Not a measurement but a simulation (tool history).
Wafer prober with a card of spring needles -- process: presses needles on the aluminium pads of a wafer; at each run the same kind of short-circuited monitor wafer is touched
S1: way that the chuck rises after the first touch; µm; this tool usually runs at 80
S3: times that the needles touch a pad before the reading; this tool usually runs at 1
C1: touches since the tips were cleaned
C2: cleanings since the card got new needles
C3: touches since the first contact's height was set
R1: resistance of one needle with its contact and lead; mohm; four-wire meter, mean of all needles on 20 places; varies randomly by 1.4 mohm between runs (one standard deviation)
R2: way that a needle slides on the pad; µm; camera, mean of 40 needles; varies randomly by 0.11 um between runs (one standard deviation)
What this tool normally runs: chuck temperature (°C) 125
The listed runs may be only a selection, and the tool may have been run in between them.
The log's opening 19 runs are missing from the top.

At day 5.050: tips cleaned on abrasive film.
At day 5.262: tips cleaned on abrasive film.
Run 20, day 5.346: usual settings but S1 86 µm, chuck temperature (°C) 51; C1 818; C2 98; C3 35735. Result: R1 135 mohm, R2 14.62 µm.
At day 5.467: tips cleaned on abrasive film.
Run 21, day 5.650: usual settings but S1 61 µm, chuck temperature (°C) 117; C1 1798; C2 99; C3 38652. Result: R1 196 mohm, R2 10.45 µm.
At day 5.675: tips cleaned on abrasive film.
At day 5.888: tips cleaned on abrasive film.
Run 22, day 5.954: usual settings but S1 61 µm, chuck temperature (°C) 117; C1 630; C2 101; C3 41503. Result: R1 165 mohm, R2 10.37 µm.
At day 6.092: tips cleaned on abrasive film.
Run 23, day 6.275: usual settings but S1 61 µm, chuck temperature (°C) 117; C1 1806; C2 102; C3 44599. Result: R1 198 mohm, R2 10.37 µm.
At day 6.300: tips cleaned on abrasive film.
Run 24, day 6.442: usual settings but S1 75 µm, chuck temperature (°C) 50, S3 3; C1 1380; C2 103; C3 46156. Result: R1 132 mohm, R2 12.68 µm.
At day 6.512: tips cleaned on abrasive film.
Run 25, day 6.667: usual settings but S1 79 µm, chuck temperature (°C) 50, S3 2; C1 1491; C2 104; C3 48311. Result: R1 139 mohm, R2 13.50 µm.
At day 6.738: tips cleaned on abrasive film.
At day 6.954: tips cleaned on abrasive film.
Run 26, day 7.033: usual settings but S1 77 µm, chuck temperature (°C) 74; C1 744; C2 106; C3 51767. Result: R1 146 mohm, R2 12.94 µm.
At day 7.158: tips cleaned on abrasive film.
At day 7.358: tips cleaned on abrasive film.
Run 27, day 7.358: usual settings but S1 77 µm, chuck temperature (°C) 76; C1 0; C2 108; C3 54859. Result: R1 122 mohm, R2 13.13 µm.
At day 7.579: tips cleaned on abrasive film.
Run 28, day 7.633: usual settings but chuck temperature (°C) 74, S3 3; C1 526; C2 109; C3 57460. Result: R1 127 mohm, R2 13.63 µm.
At day 7.796: tips cleaned on abrasive film.
At day 8.004: tips cleaned on abrasive film.
Run 29, day 8.008: usual settings but S1 92 µm, chuck temperature (°C) 35, S3 3; C1 45; C2 111; C3 61021. Result: R1 111 mohm, R2 15.75 µm.
At day 8.204: tips cleaned on abrasive film.
Run 30, day 8.204: usual settings but chuck temperature (°C) 41; C1 0; C2 112; C3 62883. Result: R1 120 mohm, R2 13.51 µm.
At day 8.408: tips cleaned on abrasive film.
Run 31, day 8.408: usual settings but S1 83 µm, chuck temperature (°C) 29; C1 0; C2 113; C3 64843. Result: R1 121 mohm, R2 14.05 µm.

Alternative continuations, all from the tool just after run 31; predict every row:
At day 8.629: tips cleaned on abrasive film.
Run A, day 8.688: usual settings but S1 95 µm, chuck temperature (°C) 51, S3 3; C1 556; C2 114; C3 67482. Result: R1 ?, R2 ?.
At day 8.629: tips cleaned on abrasive film.
Run B, day 8.688: usual settings but S1 90 µm, chuck temperature (°C) 70, S3 2; C1 556; C2 114; C3 67482. Result: R1 ?, R2 ?.
At day 8.629: tips cleaned on abrasive film.
Run C, day 8.688: usual settings but S1 83 µm, chuck temperature (°C) 27; C1 556; C2 114; C3 67482. Result: R1 ?, R2 ?.

run   R1     R2
  A  120  16.30
  B  127  15.27
  C  130  14.09
What these runs would have given with no unlogged condition in the tool:
run   R1     R2
  A  112  16.68
  B  115  15.65
  C  109  14.47
